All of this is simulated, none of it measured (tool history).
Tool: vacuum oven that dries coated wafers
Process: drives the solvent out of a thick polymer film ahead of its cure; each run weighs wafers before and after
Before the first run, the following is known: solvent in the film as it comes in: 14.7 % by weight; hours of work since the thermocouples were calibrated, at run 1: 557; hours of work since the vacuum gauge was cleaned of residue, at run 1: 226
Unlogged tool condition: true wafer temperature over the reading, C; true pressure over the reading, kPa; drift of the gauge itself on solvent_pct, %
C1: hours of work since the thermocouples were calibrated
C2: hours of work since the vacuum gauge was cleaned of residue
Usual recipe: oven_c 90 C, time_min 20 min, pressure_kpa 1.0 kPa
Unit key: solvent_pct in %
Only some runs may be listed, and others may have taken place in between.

Run 1, hour 0.0: usual settings; C1 557; C2 226. Result: solvent_pct 4.75 %.
Run 2, hour 14.9: usual settings; C1 567; C2 236. Result: solvent_pct 4.74 %.
Run 3, hour 33.9: usual settings; C1 579; C2 248. Result: solvent_pct 4.69 %.
Run 4, hour 49.1: usual settings; C1 589; C2 258. Result: solvent_pct 4.87 %.
Run 5, hour 59.8: usual settings; C1 596; C2 265. Result: solvent_pct 4.90 %.
Run 6, hour 77.3: usual settings but oven_c 96 C, time_min 19 min; C1 607; C2 277. Result: solvent_pct 3.65 %.
Run 7, hour 86.1: usual settings but oven_c 96 C, time_min 29 min; C1 613; C2 282. Result: solvent_pct 2.47 %.
Run 8, hour 94.7: usual settings but oven_c 96 C, time_min 11 min, pressure_kpa 1.1 kPa; C1 619; C2 288. Result: solvent_pct 5.58 %.

For run 9, what comes out?
Run 9, hour 105.2: usual settings but time_min 17 min; C1 626; C2 295. Result: solvent_pct ?.

{"run 9": {"solvent_pct": 5.5}}
Were there no unlogged condition in the tool, this run, its random variation unchanged, would have produced solvent_pct 5.06 %.

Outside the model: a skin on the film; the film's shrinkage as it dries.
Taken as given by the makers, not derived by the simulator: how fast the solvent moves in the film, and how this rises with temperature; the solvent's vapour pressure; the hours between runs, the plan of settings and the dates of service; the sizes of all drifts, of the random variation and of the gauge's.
